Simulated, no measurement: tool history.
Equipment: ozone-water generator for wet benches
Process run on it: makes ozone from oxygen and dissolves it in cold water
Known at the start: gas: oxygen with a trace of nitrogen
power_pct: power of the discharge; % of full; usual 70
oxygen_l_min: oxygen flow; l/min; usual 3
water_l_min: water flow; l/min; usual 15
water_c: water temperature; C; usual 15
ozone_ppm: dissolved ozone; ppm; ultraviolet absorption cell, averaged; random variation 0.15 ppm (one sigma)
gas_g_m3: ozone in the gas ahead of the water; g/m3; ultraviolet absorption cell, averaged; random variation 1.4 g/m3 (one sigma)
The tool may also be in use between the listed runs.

{"run": 1, "hour": 0.0, "power_pct": 70, "oxygen_l_min": 3, "water_l_min": 15, "water_c": 15, "ozone_ppm": 18.2, "gas_g_m3": 263.4}
{"run": 2, "hour": 29.5, "power_pct": 70, "oxygen_l_min": 3, "water_l_min": 19, "water_c": 15, "ozone_ppm": 14.7, "gas_g_m3": 260.3}
{"run": 3, "hour": 58.8, "power_pct": 70, "oxygen_l_min": 3, "water_l_min": 19, "water_c": 15, "ozone_ppm": 14.4, "gas_g_m3": 261.9}
{"run": 4, "hour": 94.8, "power_pct": 70, "oxygen_l_min": 3, "water_l_min": 19, "water_c": 15, "ozone_ppm": 14.6, "gas_g_m3": 257.8}
{"run": 5, "hour": 134.8, "power_pct": 70, "oxygen_l_min": 3, "water_l_min": 19, "water_c": 15, "ozone_ppm": 14.6, "gas_g_m3": 262}
{"run": 6, "hour": 193.4, "power_pct": 70, "oxygen_l_min": 3, "water_l_min": 15, "water_c": 8, "ozone_ppm": 19.8, "gas_g_m3": 258.7}
{"run": 7, "hour": 237.6, "power_pct": 70, "oxygen_l_min": 3, "water_l_min": 15, "water_c": 15, "ozone_ppm": 18.2, "gas_g_m3": 262.4}
{"run": 8, "hour": 277.8, "power_pct": 70, "oxygen_l_min": 3, "water_l_min": 15, "water_c": 15, "ozone_ppm": 18.5, "gas_g_m3": 260.5}
{"run": 9, "hour": 321.5, "power_pct": 70, "oxygen_l_min": 3, "water_l_min": 15, "water_c": 15, "ozone_ppm": 18.1, "gas_g_m3": 259.9}
{"run": 10, "hour": 373.0, "power_pct": 70, "oxygen_l_min": 3, "water_l_min": 15, "water_c": 7, "ozone_ppm": 19.9, "gas_g_m3": 259}
{"run": 11, "hour": 408.3, "power_pct": 70, "oxygen_l_min": 3, "water_l_min": 15, "water_c": 7, "ozone_ppm": 19.7, "gas_g_m3": 260.2}
{"run": 12, "hour": 461.1, "power_pct": 70, "oxygen_l_min": 3, "water_l_min": 15, "water_c": 15, "ozone_ppm": 18, "gas_g_m3": 260.3}
{"run": 13, "hour": 518.5, "power_pct": 70, "oxygen_l_min": 3, "water_l_min": 15, "water_c": 15, "ozone_ppm": 17.8, "gas_g_m3": 259.5}
{"run": 14, "hour": 558.5, "power_pct": 70, "oxygen_l_min": 3, "water_l_min": 15, "water_c": 15, "ozone_ppm": 18, "gas_g_m3": 259.6}
{"run": 15, "hour": 591.0, "power_pct": 70, "oxygen_l_min": 3, "water_l_min": 15, "water_c": 15, "ozone_ppm": 18.3, "gas_g_m3": 258.7}
{"run": 16, "hour": 635.6, "power_pct": 70, "oxygen_l_min": 3, "water_l_min": 15, "water_c": 15, "ozone_ppm": 17.8, "gas_g_m3": 258.7}
{"run": 17, "hour": 690.6, "power_pct": 70, "oxygen_l_min": 3, "water_l_min": 15, "water_c": 15, "ozone_ppm": 18, "gas_g_m3": 259.4}
{"hour": 709.6, "done": "contactor cleaned"}
{"run": 18, "hour": 726.5, "power_pct": 75, "oxygen_l_min": 1.57, "water_l_min": 15, "water_c": 15, "ozone_ppm": 17.9, "gas_g_m3": 389.4}
{"run": 19, "hour": 770.1, "power_pct": 81, "oxygen_l_min": 3.3, "water_l_min": 14, "water_c": 17, "ozone_ppm": 21.4, "gas_g_m3": 270.9}
{"run": 20, "hour": 799.6, "power_pct": 81, "oxygen_l_min": 3.3, "water_l_min": 14, "water_c": 17, "ozone_ppm": 21.5, "gas_g_m3": 271.8}
{"run": 21, "hour": 838.6, "power_pct": 81, "oxygen_l_min": 3.3, "water_l_min": 12, "water_c": 17, "ozone_ppm": 24.4, "gas_g_m3": 271.2}
{"run": 22, "hour": 879.4, "power_pct": 77, "oxygen_l_min": 3, "water_l_min": 15, "water_c": 8, "ozone_ppm": 21.5, "gas_g_m3": 275.1}
{"run": 23, "hour": 935.5, "power_pct": 70, "oxygen_l_min": 3, "water_l_min": 22, "water_c": 15, "ozone_ppm": 12.8, "gas_g_m3": 258.3}
{"run": 24, "hour": 974.5, "power_pct": 70, "oxygen_l_min": 4.36, "water_l_min": 23, "water_c": 15, "ozone_ppm": 12.9, "gas_g_m3": 212.1}
{"run": 25, "hour": 1004.7, "power_pct": 48, "oxygen_l_min": 4.5, "water_l_min": 23, "water_c": 10, "ozone_ppm": 10.8, "gas_g_m3": 161}
{"run": 26, "hour": 1044.0, "power_pct": 48, "oxygen_l_min": 4.5, "water_l_min": 23, "water_c": 10, "ozone_ppm": 10.7, "gas_g_m3": 162.5}
{"run": 27, "hour": 1096.4, "power_pct": 48, "oxygen_l_min": 1.63, "water_l_min": 12, "water_c": 10, "ozone_ppm": 17.4, "gas_g_m3": 280.7}
{"run": 28, "hour": 1151.6, "power_pct": 49, "oxygen_l_min": 3, "water_l_min": 15, "water_c": 15, "ozone_ppm": 14.6, "gas_g_m3": 205.3}
{"run": 29, "hour": 1207.6, "power_pct": 70, "oxygen_l_min": 2.48, "water_l_min": 13, "water_c": 12, "ozone_ppm": 21.7, "gas_g_m3": 286.7}
{"run": 30, "hour": 1240.5, "power_pct": 70, "oxygen_l_min": 2.46, "water_l_min": 10, "water_c": 15, "ozone_ppm": 26.4, "gas_g_m3": 286.7}
{"run": 31, "hour": 1277.9, "power_pct": 70, "oxygen_l_min": 2.46, "water_l_min": 10, "water_c": 8, "ozone_ppm": 28.5, "gas_g_m3": 282.8}
{"run": 32, "hour": 1305.9, "power_pct": 56, "oxygen_l_min": 2.31, "water_l_min": 15, "water_c": 15, "ozone_ppm": 15.5, "gas_g_m3": 255.3}
{"run": 33, "hour": 1334.7, "power_pct": 70, "oxygen_l_min": 1.71, "water_l_min": 21, "water_c": 19, "ozone_ppm": 11.8, "gas_g_m3": 351.8}

Below are 4 alternative next runs, each starting from the tool's condition after run 33. Predict each:
{"run": "A", "hour": 1370.8, "power_pct": 70, "oxygen_l_min": 1.71, "water_l_min": 14, "water_c": 19, "ozone_ppm": "?", "gas_g_m3": "?"}
{"run": "B", "hour": 1370.8, "power_pct": 74, "oxygen_l_min": 5.12, "water_l_min": 15, "water_c": 15, "ozone_ppm": "?", "gas_g_m3": "?"}
{"run": "C", "hour": 1370.8, "power_pct": 83, "oxygen_l_min": 3.88, "water_l_min": 12, "water_c": 15, "ozone_ppm": "?", "gas_g_m3": "?"}
{"run": "D", "hour": 1370.8, "power_pct": 51, "oxygen_l_min": 3.89, "water_l_min": 21, "water_c": 18, "ozone_ppm": "?", "gas_g_m3": "?"}

run=A ozone_ppm=17.8 gas_g_m3=351.8
run=B ozone_ppm=19.6 gas_g_m3=199.6
run=C ozone_ppm=25.1 gas_g_m3=248.5
run=D ozone_ppm=10.9 gas_g_m3=182.3
Without the tool's hidden state the same runs would have given:
run=A ozone_ppm=18.4 gas_g_m3=361.4
run=B ozone_ppm=20.4 gas_g_m3=205.4
run=C ozone_ppm=26.2 gas_g_m3=256.2
run=D ozone_ppm=11.2 gas_g_m3=186.2
